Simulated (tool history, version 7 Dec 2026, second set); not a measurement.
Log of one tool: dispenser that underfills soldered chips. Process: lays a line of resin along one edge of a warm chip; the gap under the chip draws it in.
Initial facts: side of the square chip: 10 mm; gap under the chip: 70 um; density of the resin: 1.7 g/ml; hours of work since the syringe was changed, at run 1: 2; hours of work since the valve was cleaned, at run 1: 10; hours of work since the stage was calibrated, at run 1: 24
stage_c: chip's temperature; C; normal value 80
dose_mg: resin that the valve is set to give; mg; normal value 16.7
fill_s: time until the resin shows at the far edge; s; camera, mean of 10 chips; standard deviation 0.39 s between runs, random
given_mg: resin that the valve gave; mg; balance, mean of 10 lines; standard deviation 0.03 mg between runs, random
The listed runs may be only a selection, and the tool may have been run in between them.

run	day	stage_c	dose_mg	hours of work since the syringe was changed	hours of work since the valve was cleaned	hours of work since the stage was calibrated	fill_s	given_mg
1	0	80	16.7	2	10	24	26.3	16.68
2	0.142	65	16.7	4	13	26	46.4	16.61
3	0.321	81	16.7	7	15	29	30.6	16.58
4	0.475	81	16.7	10	18	31	33.8	16.58
# day 0.567: new syringe of resin
5	0.667	81	16.7	2	21	34	24.5	16.57
6	0.833	80	14.3	4	23	37	30.2	14.19
7	0.921	80	14.3	6	25	38	31.4	14.12
8	1.1	80	14.3	8	27	41	35.8	14.15
9	1.242	80	16.7	11	30	43	37	16.5
# day 1.279: new syringe of resin
10	1.358	80	16.7	1	31	45	25	16.53
11	1.512	80	14.7	4	34	47	28.8	14.54
12	1.638	92	16.7	6	35	49	20.5	16.43
13	1.717	92	16.7	7	37	50	22.2	16.45
14	1.883	92	16.7	9	39	53	24.2	16.49
# day 1.996: new syringe of resin
15	2.017	74	16.7	0	41	55	29.7	16.4
# day 2.142: dispensing valve cleaned and set on the balance
16	2.2	80	15.9	3	1	57	27	15.93
17	2.308	80	15.9	4	3	59	28.6	15.89
18	2.417	80	15.9	6	4	60	30.3	15.87
19	2.579	74	20.1	8	7	63	39.3	20.08
20	2.729	74	20.1	11	9	65	43.2	20.03
# day 2.758: new syringe of resin
21	2.921	83	16.9	3	12	68	24.6	16.84
22	3.012	80	18	4	13	69	28.1	17.89
23	3.179	66	19.4	7	16	72	49.9	19.22
24	3.271	66	19.4	8	17	73	52.1	19.26
25	3.429	82	21.2	10	20	76	33.5	21.1
# day 3.467: new syringe of resin
26	3.638	92	14.7	3	23	79	19.6	14.55
27	3.792	80	18.4	5	25	81	30	18.1
28	3.925	92	17.5	7	27	83	22.1	17.25
29	4.092	89	15.1	10	30	86	28.1	14.8
# day 4.175: new syringe of resin
30	4.283	89	19.1	2	33	89	19.8	18.84
31	4.367	72	16.7	3	34	90	36.9	16.44
32	4.546	72	16.7	6	37	93	40.1	16.41
33	4.646	69	17.7	7	38	94	46.2	17.4
34	4.742	69	17.7	9	40	96	50.3	17.4
# day 4.888: new syringe of resin
# day 4.962: dispensing valve cleaned and set on the balance
35	4.988	79	16.7	1	0	99	24.6	16.77
36	5.117	79	16.7	3	2	101	27	16.75

For each entry between runs, how does the tool's hidden state at the last listed run before it compare with that at the first listed run after it?
Between runs 4 and 5: new syringe of resin (day 0.567)
  resin's viscosity, % of fresh resin's: 142.8 -> 105.8; dose that the valve gives, % of what is set: 99.33 -> 99.19; true chip temperature over the reading, C: -0.01 -> -0.02
  the result without the hidden state subtracted from the measured one, fill_s: +10.1 -> +1.4 s; given_mg: -0.11 -> -0.14 mg
Between runs 9 and 10: new syringe of resin (day 1.279)
  resin's viscosity, % of fresh resin's: 149.1 -> 105.7; dose that the valve gives, % of what is set: 98.77 -> 98.7; true chip temperature over the reading, C: -0.05 -> -0.06
  the result without the hidden state subtracted from the measured one, fill_s: +12.3 -> +1.5 s; given_mg: -0.21 -> -0.22 mg
Between runs 14 and 15: new syringe of resin (day 1.996)
  resin's viscosity, % of fresh resin's: 144.3 -> 99.9; dose that the valve gives, % of what is set: 98.32 -> 98.23; true chip temperature over the reading, C: -0.09 -> -0.1
  the result without the hidden state subtracted from the measured one, fill_s: +7.6 -> +0.2 s; given_mg: -0.28 -> -0.29 mg
Between runs 15 and 16: dispensing valve cleaned and set on the balance (day 2.142)
  resin's viscosity, % of fresh resin's: 99.9 -> 108.6; dose that the valve gives, % of what is set: 98.23 -> 99.99; true chip temperature over the reading, C: -0.1 -> -0.11
  the result without the hidden state subtracted from the measured one, fill_s: +0.2 -> +2.2 s; given_mg: -0.29 -> +0 mg
Between runs 20 and 21: new syringe of resin (day 2.758)
  resin's viscosity, % of fresh resin's: 149.1 -> 111.1; dose that the valve gives, % of what is set: 99.59 -> 99.46; true chip temperature over the reading, C: -0.14 -> -0.15
  the result without the hidden state subtracted from the measured one, fill_s: +14.2 -> +2.6 s; given_mg: -0.09 -> -0.09 mg
Between runs 25 and 26: new syringe of resin (day 3.467)
  resin's viscosity, % of fresh resin's: 150.4 -> 111.8; dose that the valve gives, % of what is set: 99.08 -> 98.92; true chip temperature over the reading, C: -0.19 -> -0.2
  the result without the hidden state subtracted from the measured one, fill_s: +11.4 -> +2.2 s; given_mg: -0.19 -> -0.16 mg
Between runs 29 and 30: new syringe of resin (day 4.175)
  resin's viscosity, % of fresh resin's: 146.7 -> 108.8; dose that the valve gives, % of what is set: 98.59 -> 98.46; true chip temperature over the reading, C: -0.23 -> -0.24
  the result without the hidden state subtracted from the measured one, fill_s: +9.2 -> +1.7 s; given_mg: -0.21 -> -0.3 mg
Between runs 34 and 35: new syringe of resin (day 4.888); dispensing valve cleaned and set on the balance (day 4.962)
  resin's viscosity, % of fresh resin's: 143.1 -> 100.2; dose that the valve gives, % of what is set: 98.13 -> 100.36; true chip temperature over the reading, C: -0.27 -> -0.28
  the result without the hidden state subtracted from the measured one, fill_s: +15.5 -> +0.3 s; given_mg: -0.33 -> +0.06 mg
